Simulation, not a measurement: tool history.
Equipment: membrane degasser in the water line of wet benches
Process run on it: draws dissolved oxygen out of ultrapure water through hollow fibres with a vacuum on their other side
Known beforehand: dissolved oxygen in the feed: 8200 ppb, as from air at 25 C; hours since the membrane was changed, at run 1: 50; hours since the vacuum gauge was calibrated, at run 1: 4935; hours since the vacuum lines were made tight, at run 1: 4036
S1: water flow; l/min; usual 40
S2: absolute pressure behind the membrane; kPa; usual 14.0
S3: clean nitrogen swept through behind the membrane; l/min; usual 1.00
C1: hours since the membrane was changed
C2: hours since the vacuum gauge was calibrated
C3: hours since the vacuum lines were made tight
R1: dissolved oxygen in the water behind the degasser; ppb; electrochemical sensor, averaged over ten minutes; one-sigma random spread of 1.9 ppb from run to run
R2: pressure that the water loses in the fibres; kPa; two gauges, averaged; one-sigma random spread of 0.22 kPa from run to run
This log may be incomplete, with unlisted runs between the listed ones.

{"run": 1, "day": 0.0, "S1": 40, "S2": 14.0, "S3": 1.0, "C1": 50, "C2": 4935, "C3": 4036, "R1": 828.0, "R2": 55.3}
{"run": 2, "day": 7.221, "S1": 40, "S2": 14.0, "S3": 1.0, "C1": 224, "C2": 5108, "C3": 4209, "R1": 827.6, "R2": 55.11}
{"run": 3, "day": 13.138, "S1": 40, "S2": 14.0, "S3": 1.0, "C1": 366, "C2": 5250, "C3": 4351, "R1": 828.3, "R2": 55.14}
{"run": 4, "day": 16.271, "S1": 40, "S2": 23.2, "S3": 1.0, "C1": 441, "C2": 5325, "C3": 4426, "R1": 1410.9, "R2": 55.17}
{"run": 5, "day": 21.038, "S1": 40, "S2": 23.2, "S3": 1.0, "C1": 555, "C2": 5439, "C3": 4540, "R1": 1409.8, "R2": 55.67}
{"day": 23.396, "done": "vacuum gauge calibrated"}
{"run": 6, "day": 25.521, "S1": 62, "S2": 23.2, "S3": 1.0, "C1": 662, "C2": 51, "C3": 4648, "R1": 1918.3, "R2": 85.81}
{"run": 7, "day": 30.617, "S1": 62, "S2": 23.2, "S3": 1.0, "C1": 784, "C2": 173, "C3": 4770, "R1": 1918.2, "R2": 85.59}
{"run": 8, "day": 35.929, "S1": 62, "S2": 23.2, "S3": 1.0, "C1": 912, "C2": 301, "C3": 4897, "R1": 1911.7, "R2": 85.96}
{"run": 9, "day": 39.475, "S1": 62, "S2": 23.2, "S3": 1.0, "C1": 997, "C2": 386, "C3": 4982, "R1": 1925.9, "R2": 85.79}
{"run": 10, "day": 42.596, "S1": 62, "S2": 23.2, "S3": 1.0, "C1": 1072, "C2": 461, "C3": 5057, "R1": 1913.8, "R2": 86.01}
{"run": 11, "day": 46.658, "S1": 62, "S2": 23.2, "S3": 1.0, "C1": 1170, "C2": 558, "C3": 5155, "R1": 1910.7, "R2": 85.78}
{"run": 12, "day": 52.812, "S1": 40, "S2": 14.0, "S3": 1.94, "C1": 1317, "C2": 706, "C3": 5303, "R1": 505.7, "R2": 55.34}
{"run": 13, "day": 59.667, "S1": 40, "S2": 14.0, "S3": 1.0, "C1": 1482, "C2": 870, "C3": 5467, "R1": 829.5, "R2": 55.24}
{"run": 14, "day": 66.333, "S1": 40, "S2": 14.0, "S3": 1.0, "C1": 1642, "C2": 1030, "C3": 5627, "R1": 829.7, "R2": 55.41}
{"run": 15, "day": 73.383, "S1": 40, "S2": 14.0, "S3": 1.0, "C1": 1811, "C2": 1200, "C3": 5796, "R1": 831.2, "R2": 55.11}
{"run": 16, "day": 80.138, "S1": 40, "S2": 14.0, "S3": 1.0, "C1": 1973, "C2": 1362, "C3": 5958, "R1": 828.5, "R2": 55.68}
{"run": 17, "day": 83.642, "S1": 40, "S2": 14.0, "S3": 1.0, "C1": 2057, "C2": 1446, "C3": 6042, "R1": 827.5, "R2": 55.45}
{"run": 18, "day": 86.988, "S1": 36, "S2": 14.0, "S3": 1.47, "C1": 2137, "C2": 1526, "C3": 6123, "R1": 567.5, "R2": 49.84}
{"run": 19, "day": 91.983, "S1": 36, "S2": 14.0, "S3": 1.47, "C1": 2257, "C2": 1646, "C3": 6243, "R1": 568.0, "R2": 49.88}
{"run": 20, "day": 95.892, "S1": 42, "S2": 27.7, "S3": 1.0, "C1": 2351, "C2": 1740, "C3": 6336, "R1": 1718.1, "R2": 58.13}
{"day": 96.458, "done": "seals of the vacuum lines changed"}
{"run": 21, "day": 100.938, "S1": 51, "S2": 33.6, "S3": 0.43, "C1": 2470, "C2": 1859, "C3": 107, "R1": 3610.7, "R2": 70.78}
{"run": 22, "day": 107.029, "S1": 53, "S2": 14.0, "S3": 1.32, "C1": 2616, "C2": 2005, "C3": 254, "R1": 859.4, "R2": 73.18}
{"run": 23, "day": 112.929, "S1": 41, "S2": 14.0, "S3": 1.78, "C1": 2758, "C2": 2147, "C3": 395, "R1": 550.7, "R2": 56.88}
{"run": 24, "day": 119.775, "S1": 41, "S2": 14.0, "S3": 1.78, "C1": 2922, "C2": 2311, "C3": 560, "R1": 550.9, "R2": 56.87}
{"run": 25, "day": 123.471, "S1": 41, "S2": 14.0, "S3": 1.78, "C1": 3011, "C2": 2400, "C3": 648, "R1": 550.3, "R2": 56.71}
{"run": 26, "day": 130.038, "S1": 35, "S2": 14.0, "S3": 0.92, "C1": 3169, "C2": 2557, "C3": 806, "R1": 788.0, "R2": 48.25}
{"run": 27, "day": 133.704, "S1": 35, "S2": 14.0, "S3": 0.92, "C1": 3257, "C2": 2645, "C3": 894, "R1": 789.1, "R2": 48.2}
{"run": 28, "day": 140.838, "S1": 40, "S2": 34.1, "S3": 2.09, "C1": 3428, "C2": 2817, "C3": 1065, "R1": 1186.6, "R2": 55.44}
{"run": 29, "day": 146.967, "S1": 40, "S2": 34.1, "S3": 2.09, "C1": 3575, "C2": 2964, "C3": 1212, "R1": 1185.0, "R2": 55.16}
{"run": 30, "day": 152.725, "S1": 40, "S2": 34.1, "S3": 2.09, "C1": 3713, "C2": 3102, "C3": 1350, "R1": 1185.1, "R2": 55.29}
{"run": 31, "day": 155.662, "S1": 59, "S2": 9.3, "S3": 0.57, "C1": 3784, "C2": 3172, "C3": 1421, "R1": 969.9, "R2": 81.37}

Across each entry between runs, compare the hidden state at the last listed run before it with the hidden state at the first listed run after it:
After run 5, before run 6: vacuum gauge calibrated (day 23.396)
  both runs share identical hidden conditions
After run 20, before run 21: seals of the vacuum lines changed (day 96.458)
  air that leaks in behind the membrane, l/min: 0.0024 -> 0.002
